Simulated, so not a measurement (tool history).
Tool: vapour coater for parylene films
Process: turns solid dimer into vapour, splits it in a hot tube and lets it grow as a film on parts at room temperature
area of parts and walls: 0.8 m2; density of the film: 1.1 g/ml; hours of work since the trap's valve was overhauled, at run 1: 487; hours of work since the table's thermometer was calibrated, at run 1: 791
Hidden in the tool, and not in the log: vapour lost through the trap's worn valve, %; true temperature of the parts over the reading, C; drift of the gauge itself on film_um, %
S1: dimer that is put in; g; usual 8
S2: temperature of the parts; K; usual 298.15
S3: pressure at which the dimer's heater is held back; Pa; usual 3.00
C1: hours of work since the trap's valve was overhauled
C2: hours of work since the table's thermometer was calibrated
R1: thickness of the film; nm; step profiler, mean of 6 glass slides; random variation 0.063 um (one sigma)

Run 1, hour 0.0: usual settings; C1 487; C2 791. Result: R1 6830 nm.
Run 2, hour 27.7: usual settings; C1 501; C2 806. Result: R1 6690 nm.
Run 3, hour 44.6: usual settings; C1 511; C2 815. Result: R1 6730 nm.
Run 4, hour 60.4: usual settings; C1 519; C2 823. Result: R1 6690 nm.
Run 5, hour 89.1: usual settings; C1 534; C2 839. Result: R1 6780 nm.
Run 6, hour 111.5: usual settings; C1 547; C2 851. Result: R1 6600 nm.
Run 7, hour 133.4: usual settings but S3 11.52 Pa; C1 558; C2 862. Result: R1 4990 nm.
Run 8, hour 150.6: usual settings but S3 11.52 Pa; C1 568; C2 872. Result: R1 4950 nm.
Run 9, hour 170.3: usual settings but S3 11.52 Pa; C1 578; C2 882. Result: R1 4870 nm.
Run 10, hour 191.4: usual settings but S3 11.52 Pa; C1 589; C2 894. Result: R1 4910 nm.
Run 11, hour 226.2: usual settings but S3 11.52 Pa; C1 608; C2 912. Result: R1 4810 nm.
At hour 262.1: trap's valve overhauled.
Run 12, hour 263.5: usual settings; C1 1; C2 930. Result: R1 5790 nm.
Run 13, hour 280.6: usual settings; C1 10; C2 939. Result: R1 5790 nm.
Run 14, hour 309.6: usual settings; C1 26; C2 955. Result: R1 5720 nm.
Run 15, hour 337.8: usual settings; C1 41; C2 970. Result: R1 5660 nm.
Run 16, hour 365.1: usual settings but S1 14 g; C1 55; C2 985. Result: R1 10010 nm.
Run 17, hour 387.4: usual settings but S3 6.38 Pa; C1 67; C2 997. Result: R1 4830 nm.
Run 18, hour 405.0: usual settings but S2 292.15 K; C1 77; C2 1006. Result: R1 6550 nm.
At hour 421.1: trap's valve overhauled, once more.
Run 19, hour 446.1: usual settings; C1 13; C2 1026. Result: R1 7710 nm.
Run 20, hour 463.4: usual settings; C1 23; C2 1036. Result: R1 7630 nm.
Run 21, hour 491.4: usual settings; C1 38; C2 1051. Result: R1 7670 nm.
Run 22, hour 515.7: usual settings but S2 310.15 K; C1 51; C2 1064. Result: R1 5490 nm.
Run 23, hour 545.6: usual settings but S1 11 g; C1 67; C2 1080. Result: R1 10410 nm.
Run 24, hour 572.5: usual settings but S1 12 g, S3 4.91 Pa; C1 81; C2 1094. Result: R1 10290 nm.
Run 25, hour 595.2: usual settings but S1 12 g, S3 4.91 Pa; C1 94; C2 1107. Result: R1 10250 nm.
Run 26, hour 626.7: usual settings but S1 4 g, S2 294.15 K, S3 9.76 Pa; C1 111; C2 1123. Result: R1 3260 nm.
Run 27, hour 661.0: usual settings but S1 4 g, S2 294.15 K, S3 9.76 Pa; C1 129; C2 1142. Result: R1 3220 nm.
Run 28, hour 684.1: usual settings but S1 14 g, S2 305.15 K, S3 9.51 Pa; C1 141; C2 1154. Result: R1 8340 nm.
Run 29, hour 699.8: usual settings but S3 3.35 Pa; C1 150; C2 1163. Result: R1 7450 nm.
Run 30, hour 717.0: usual settings but S1 4 g, S2 296.15 K, S3 2.79 Pa; C1 159; C2 1172. Result: R1 4060 nm.
Run 31, hour 742.3: usual settings but S1 3 g, S2 300.15 K, S3 10.76 Pa; C1 173; C2 1186. Result: R1 2070 nm.
Run 32, hour 761.6: usual settings but S1 3 g, S2 300.15 K, S3 2.84 Pa; C1 183; C2 1196. Result: R1 2670 nm.
Run 33, hour 797.1: usual settings but S1 3 g, S2 308.15 K, S3 2.84 Pa; C1 202; C2 1215. Result: R1 2090 nm.
Run 34, hour 818.0: usual settings but S1 11 g, S2 303.15 K, S3 4.51 Pa; C1 213; C2 1226. Result: R1 8210 nm.
Run 35, hour 835.3: usual settings but S1 14 g, S2 303.15 K, S3 5.47 Pa; C1 223; C2 1236. Result: R1 9840 nm.
Run 36, hour 868.5: usual settings but S1 14 g, S2 303.15 K, S3 5.47 Pa; C1 241; C2 1254. Result: R1 9680 nm.
Run 37, hour 903.9: usual settings but S1 6 g, S2 303.15 K, S3 5.47 Pa; C1 260; C2 1272. Result: R1 4140 nm.
Run 38, hour 938.0: usual settings but S1 7 g, S2 303.15 K, S3 2.60 Pa; C1 278; C2 1291. Result: R1 5680 nm.
Run 39, hour 971.2: usual settings but S1 4 g, S2 294.15 K, S3 3.24 Pa; C1 296; C2 1309. Result: R1 3990 nm.
Run 40, hour 1006.7: usual settings but S2 293.15 K; C1 315; C2 1328. Result: R1 8270 nm.
Run 41, hour 1027.7: usual settings but S1 9 g, S3 3.46 Pa; C1 326; C2 1339. Result: R1 7850 nm.
Run 42, hour 1059.8: usual settings but S1 9 g, S2 301.15 K, S3 6.35 Pa; C1 343; C2 1356. Result: R1 6400 nm.
Run 43, hour 1076.7: usual settings but S1 9 g, S2 301.15 K, S3 6.35 Pa; C1 353; C2 1365. Result: R1 6280 nm.
Run 44, hour 1111.4: usual settings but S1 9 g, S2 301.15 K, S3 6.35 Pa; C1 371; C2 1384. Result: R1 6220 nm.
Run 45, hour 1147.1: usual settings but S1 9 g, S2 301.15 K, S3 6.35 Pa; C1 390; C2 1403. Result: R1 6220 nm.
Run 46, hour 1168.4: usual settings but S1 9 g, S2 292.15 K, S3 9.53 Pa; C1 402; C2 1415. Result: R1 7240 nm.

5 ways to go on from here, each from the tool as it stands after run 46. What would each give?
Run A, hour 1204.6: usual settings but S1 9 g, S2 305.15 K, S3 9.53 Pa; C1 421; C2 1434. Result: R1 ?.
Run B, hour 1204.6: usual settings but S3 2.80 Pa; C1 421; C2 1434. Result: R1 ?.
Run C, hour 1204.6: usual settings but S2 293.15 K, S3 3.31 Pa; C1 421; C2 1434. Result: R1 ?.
Run D, hour 1204.6: usual settings but S1 5 g, S2 303.15 K, S3 4.59 Pa; C1 421; C2 1434. Result: R1 ?.
Run E, hour 1204.6: usual settings but S1 9 g, S2 292.15 K, S3 8.80 Pa; C1 421; C2 1434. Result: R1 ?.

run    R1
  A  5030
  B  7170
  C  7970
  D  3400
  E  7300
Without the tool's hidden state the same runs would have given:
run    R1
  A  5410
  B  7710
  C  8560
  D  3660
  E  7850

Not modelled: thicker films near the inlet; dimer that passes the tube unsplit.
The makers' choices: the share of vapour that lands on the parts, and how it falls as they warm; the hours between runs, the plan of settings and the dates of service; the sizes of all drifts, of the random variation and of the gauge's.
